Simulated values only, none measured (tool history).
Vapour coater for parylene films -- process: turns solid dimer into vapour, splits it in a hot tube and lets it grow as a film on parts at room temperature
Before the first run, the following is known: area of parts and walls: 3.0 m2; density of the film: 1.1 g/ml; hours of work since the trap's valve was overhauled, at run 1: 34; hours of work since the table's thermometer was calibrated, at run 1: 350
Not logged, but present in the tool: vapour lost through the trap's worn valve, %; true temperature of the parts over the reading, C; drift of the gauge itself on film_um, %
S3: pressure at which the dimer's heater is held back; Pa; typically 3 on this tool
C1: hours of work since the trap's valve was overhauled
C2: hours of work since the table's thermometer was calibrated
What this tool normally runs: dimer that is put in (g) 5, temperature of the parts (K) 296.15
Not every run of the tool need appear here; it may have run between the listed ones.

Run 1, hour 0: usual settings; C1 34; C2 350. Result: thickness of the film (um) 1.199.
Run 2, hour 20.2: usual settings but dimer that is put in (g) 2; C1 51; C2 367. Result: thickness of the film (um) 0.473.
Run 3, hour 33.7: usual settings but S3 6.7 Pa; C1 62; C2 378. Result: thickness of the film (um) 1.131.
Run 4, hour 52.5: usual settings but S3 6.7 Pa; C1 78; C2 394. Result: thickness of the film (um) 1.105.
Run 5, hour 71: usual settings but S3 9.43 Pa; C1 93; C2 409. Result: thickness of the film (um) 1.07.
Run 6, hour 94.1: usual settings but S3 9.43 Pa; C1 113; C2 428. Result: thickness of the film (um) 1.061.
Run 7, hour 115.1: usual settings but S3 9.43 Pa; C1 130; C2 446. Result: thickness of the film (um) 1.069.
Run 8, hour 137.6: usual settings but temperature of the parts (K) 298.15; C1 149; C2 464. Result: thickness of the film (um) 1.089.
Run 9, hour 156: usual settings but temperature of the parts (K) 298.15; C1 164; C2 480. Result: thickness of the film (um) 1.089.
Run 10, hour 168: usual settings but temperature of the parts (K) 298.15; C1 174; C2 490. Result: thickness of the film (um) 1.092.
Run 11, hour 186.9: usual settings but dimer that is put in (g) 8, temperature of the parts (K) 298.15; C1 190; C2 505. Result: thickness of the film (um) 1.758.
Run 12, hour 208.8: usual settings but dimer that is put in (g) 6, temperature of the parts (K) 299.15; C1 208; C2 523. Result: thickness of the film (um) 1.257.
Run 13, hour 223.7: usual settings but dimer that is put in (g) 4, temperature of the parts (K) 291.15; C1 220; C2 536. Result: thickness of the film (um) 1.173.
Run 14, hour 252.6: usual settings but dimer that is put in (g) 4, temperature of the parts (K) 304.15, S3 6.05 Pa; C1 244; C2 560. Result: thickness of the film (um) 0.621.
Run 15, hour 272.8: usual settings but dimer that is put in (g) 4, temperature of the parts (K) 299.15, S3 2.64 Pa; C1 261; C2 577. Result: thickness of the film (um) 0.836.
Run 16, hour 301: usual settings but dimer that is put in (g) 3, temperature of the parts (K) 307.15; C1 284; C2 600. Result: thickness of the film (um) 0.416.
Run 17, hour 316: usual settings but dimer that is put in (g) 3, temperature of the parts (K) 298.15; C1 297; C2 612. Result: thickness of the film (um) 0.651.
Run 18, hour 342.6: usual settings but dimer that is put in (g) 4, temperature of the parts (K) 294.15, S3 3.33 Pa; C1 319; C2 634. Result: thickness of the film (um) 1.03.
Run 19, hour 357.9: usual settings but dimer that is put in (g) 2, S3 5.81 Pa; C1 331; C2 647. Result: thickness of the film (um) 0.448.
Run 20, hour 387.6: usual settings but dimer that is put in (g) 2, temperature of the parts (K) 289.15, S3 5.63 Pa; C1 356; C2 672. Result: thickness of the film (um) 0.604.

Predict each of these 4 candidate next runs independently; none follows another, all start after run 20:
Run A, hour 413.6: usual settings but dimer that is put in (g) 3, temperature of the parts (K) 289.15, S3 6.93 Pa; C1 378; C2 693. Result: thickness of the film (um) ?.
Run B, hour 413.6: usual settings but S3 5.57 Pa; C1 378; C2 693. Result: thickness of the film (um) ?.
Run C, hour 413.6: usual settings but dimer that is put in (g) 3, temperature of the parts (K) 293.15, S3 10.33 Pa; C1 378; C2 693. Result: thickness of the film (um) ?.
Run D, hour 413.6: usual settings but dimer that is put in (g) 7, temperature of the parts (K) 307.15, S3 2.77 Pa; C1 378; C2 693. Result: thickness of the film (um) ?.

run  thickness of the film (um)
  A                       0.877
  B                       1.118
  C                       0.717
  D                       1.029
Without the tool's hidden state the same runs would have given:
run  thickness of the film (um)
  A                       0.882
  B                       1.124
  C                       0.721
  D                       1.035

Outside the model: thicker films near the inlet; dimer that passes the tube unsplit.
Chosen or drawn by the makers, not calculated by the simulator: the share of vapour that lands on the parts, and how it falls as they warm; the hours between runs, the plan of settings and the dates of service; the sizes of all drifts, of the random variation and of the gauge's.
